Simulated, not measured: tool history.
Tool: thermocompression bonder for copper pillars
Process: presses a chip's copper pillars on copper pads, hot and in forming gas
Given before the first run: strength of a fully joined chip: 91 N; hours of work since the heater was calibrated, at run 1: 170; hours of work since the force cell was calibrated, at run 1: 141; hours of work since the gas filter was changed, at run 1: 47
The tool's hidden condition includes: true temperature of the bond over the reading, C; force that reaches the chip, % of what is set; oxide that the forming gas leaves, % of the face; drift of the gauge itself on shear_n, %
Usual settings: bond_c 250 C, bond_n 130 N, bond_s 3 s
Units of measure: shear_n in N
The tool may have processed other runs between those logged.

run,hour,bond_c,bond_n,bond_s,hours of work since the heater was calibrated,hours of work since the force cell was calibrated,hours of work since the gas filter was changed,shear_n
1,0.0,250,130,3,170,141,47,43.0
2,7.1,250,130,3,175,146,52,43.2
3,13.8,250,130,3,180,150,56,43.1
4,24.5,250,130,3,187,157,64,43.3
5,29.5,250,130,3,190,161,67,43.1
6,36.9,250,130,3,195,166,72,43.6
7,45.6,250,130,3,201,172,78,43.4
8,52.7,250,130,9,206,177,83,60.9
9,59.4,230,130,3,211,181,87,30.3
10,70.0,250,130,3,218,189,95,43.4
11,78.6,250,130,2,224,194,100,37.6
# hour 81.7: forming gas filter changed
12,86.5,250,130,2,229,199,3,36.8
13,96.8,250,130,3,236,206,10,43.8
14,103.3,250,137,3,240,211,15,45.5
15,110.0,250,130,3,245,215,19,43.6
16,120.6,250,130,3,252,223,27,43.0
17,126.7,250,130,3,256,227,31,42.7
18,137.3,250,112,3,264,234,38,36.7
19,144.3,229,91,3,268,239,43,19.1
20,149.2,229,91,3,272,242,46,18.9
21,155.7,269,167,3,276,247,50,67.6
22,164.8,264,169,3,282,253,57,65.6
23,171.1,231,178,2,287,257,61,38.3
24,177.3,247,85,2,291,261,65,21.0
25,187.2,247,85,2,298,268,72,21.1
26,192.0,250,102,5,301,271,75,39.7
27,201.9,227,137,3,308,278,82,30.8
28,210.0,251,116,3,313,284,88,38.7
29,218.1,267,111,3,319,289,93,46.1
30,223.2,225,120,6,322,293,96,33.1
# hour 232.2: forming gas filter changed
31,233.0,238,78,3,328,299,1,18.3
32,243.1,238,78,3,335,306,7,19.1

Below are 4 alternative next runs, each starting from the tool's condition after run 32. Predict each:
A,252.3,279,143,2,342,312,14,?
B,252.3,276,121,3,342,312,14,?
C,252.3,249,149,3,342,312,14,?
D,252.3,250,89,3,342,312,14,?

run,shear_n
A,61.1
B,57.6
C,48.9
D,28.6
Take away the tool's hidden state, keep each run's random variation, and the runs would have read:
run,shear_n
A,61.0
B,57.5
C,48.8
D,28.5
